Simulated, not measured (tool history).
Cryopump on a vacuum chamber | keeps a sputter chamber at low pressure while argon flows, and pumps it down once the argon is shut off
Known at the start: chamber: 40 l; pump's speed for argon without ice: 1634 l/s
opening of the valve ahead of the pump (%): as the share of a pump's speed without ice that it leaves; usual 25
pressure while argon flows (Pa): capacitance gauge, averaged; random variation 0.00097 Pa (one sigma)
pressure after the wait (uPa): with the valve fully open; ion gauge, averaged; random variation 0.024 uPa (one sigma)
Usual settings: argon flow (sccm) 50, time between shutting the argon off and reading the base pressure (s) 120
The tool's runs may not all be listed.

run   hour  argon flow (sccm)  time between shutting the argon off and reading the base pressure (s)  opening of the valve ahead of the pump (%)  pressure while argon flows (Pa)  pressure after the wait (uPa)
  1    0.0                 50                                                                    120                                          25                           0.2133                           1.98
  2   18.6                 50                                                                     50                                          25                           0.2140                           3.07
  3   33.1                 50                                                                     50                                          25                           0.2149                           3.04
  4   42.1                 50                                                                     50                                          25                           0.2156                           3.11
  5   63.9                 50                                                                    120                                          25                           0.2149                           2.05
  6   75.8                 50                                                                    120                                          25                           0.2152                           2.03
      79.1  -- leaking fittings of the chamber tightened, without venting
  7   86.8                 50                                                                    120                                          25                           0.2163                           0.95
  8   96.9                 76                                                                    120                                          58                           0.1497                           0.93
  9  110.6                 22                                                                     45                                          20                           0.1177                           2.10
 10  124.5                 53                                                                    120                                          31                           0.1854                           0.92
 11  136.5                 53                                                                    120                                          31                           0.1868                           0.94
 12  150.5                 24                                                                     51                                          51                           0.0528                           1.91

Measured less the same run without the tool's hidden state. The same run-to-run variation is in both; the gauge's scatter may not be:
The hidden state here: pump's speed, % of a pump's without ice; cold plate's temperature, K; leak into the chamber, uPa l/s; drift of the gauge itself on working_pa, %; drift of the gauge itself on base_upa, %.
run  pressure while argon flows (Pa)  pressure after the wait (uPa)
  1                          +0.0074                          +1.11
  2                          +0.0076                          +1.16
  3                          +0.0079                          +1.18
  4                          +0.0080                          +1.20
  5                          +0.0083                          +1.19
  6                          +0.0084                          +1.16
  7                          +0.0085                          +0.05
  8                          +0.0132                          +0.06
  9                          +0.0039                          +0.07
 10                          +0.0095                          +0.07
 11                          +0.0097                          +0.07
 12                          +0.0045                          +0.08

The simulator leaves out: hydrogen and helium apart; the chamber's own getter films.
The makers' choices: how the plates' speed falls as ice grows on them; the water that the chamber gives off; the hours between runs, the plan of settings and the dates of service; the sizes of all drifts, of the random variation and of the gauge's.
